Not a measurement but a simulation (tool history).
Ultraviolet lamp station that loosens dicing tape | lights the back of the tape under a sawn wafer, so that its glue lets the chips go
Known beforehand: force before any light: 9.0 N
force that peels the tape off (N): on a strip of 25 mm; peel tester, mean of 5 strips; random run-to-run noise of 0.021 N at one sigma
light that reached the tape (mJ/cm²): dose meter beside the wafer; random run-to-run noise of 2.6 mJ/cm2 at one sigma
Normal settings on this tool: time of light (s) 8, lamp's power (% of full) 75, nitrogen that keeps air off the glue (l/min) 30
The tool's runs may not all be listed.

| run | day | time of light (s) | lamp's power (% of full) | nitrogen that keeps air off the glue (l/min) | force that peels the tape off (N) | light that reached the tape (mJ/cm²) |
|---|---|---|---|---|---|---|
| 1 | 0 | 8 | 75 | 30 | 1.212 | 298 |
| 2 | 0.354 | 8 | 95 | 30 | 0.783 | 378 |
| 3 | 0.55 | 8 | 95 | 30 | 0.785 | 372 |
| 4 | 0.742 | 8 | 75 | 30 | 1.179 | 295 |
| 5 | 1.121 | 8 | 75 | 18 | 1.663 | 290 |
| 6 | 1.333 | 8 | 75 | 18 | 1.666 | 292 |
|  | 1.379 | window cleaned of glue's vapour |
| 7 | 1.754 | 8 | 75 | 30 | 1.385 | 281 |
| 8 | 2.108 | 8 | 75 | 30 | 1.34 | 271 |
|  | 2.371 | window cleaned of glue's vapour, once more |
| 9 | 2.446 | 8 | 75 | 38 | 0.998 | 306 |
| 10 | 2.788 | 5 | 72 | 30 | 2.507 | 181 |
| 11 | 3.067 | 8 | 67 | 10 | 2.523 | 275 |
| 12 | 3.321 | 8 | 67 | 10 | 2.64 | 270 |
| 13 | 3.492 | 10 | 80 | 30 | 0.66 | 404 |
| 14 | 3.675 | 5 | 93 | 29 | 1.872 | 234 |
| 15 | 3.917 | 6 | 72 | 20 | 2.363 | 211 |

Here are 5 independent what-if runs from the current tool condition. What would each one return?
| A | 4.129 | 8 | 75 | 56 | ? | ? |
| B | 4.129 | 11 | 83 | 12 | ? | ? |
| C | 4.129 | 5 | 83 | 48 | ? | ? |
| D | 4.129 | 5 | 90 | 9 | ? | ? |
| E | 4.129 | 6 | 76 | 20 | ? | ? |

| run | force that peels the tape off (N) | light that reached the tape (mJ/cm²) |
|---|---|---|
| A | 0.847 | 301 |
| B | 1.027 | 448 |
| C | 1.727 | 206 |
| D | 3.31 | 221 |
| E | 2.335 | 228 |
Without the tool's hidden state the same runs would have given:
| run | force that peels the tape off (N) | light that reached the tape (mJ/cm²) |
|---|---|---|
| A | 0.695 | 332 |
| B | 0.85 | 494 |
| C | 1.475 | 227 |
| D | 2.995 | 244 |
| E | 2.043 | 251 |

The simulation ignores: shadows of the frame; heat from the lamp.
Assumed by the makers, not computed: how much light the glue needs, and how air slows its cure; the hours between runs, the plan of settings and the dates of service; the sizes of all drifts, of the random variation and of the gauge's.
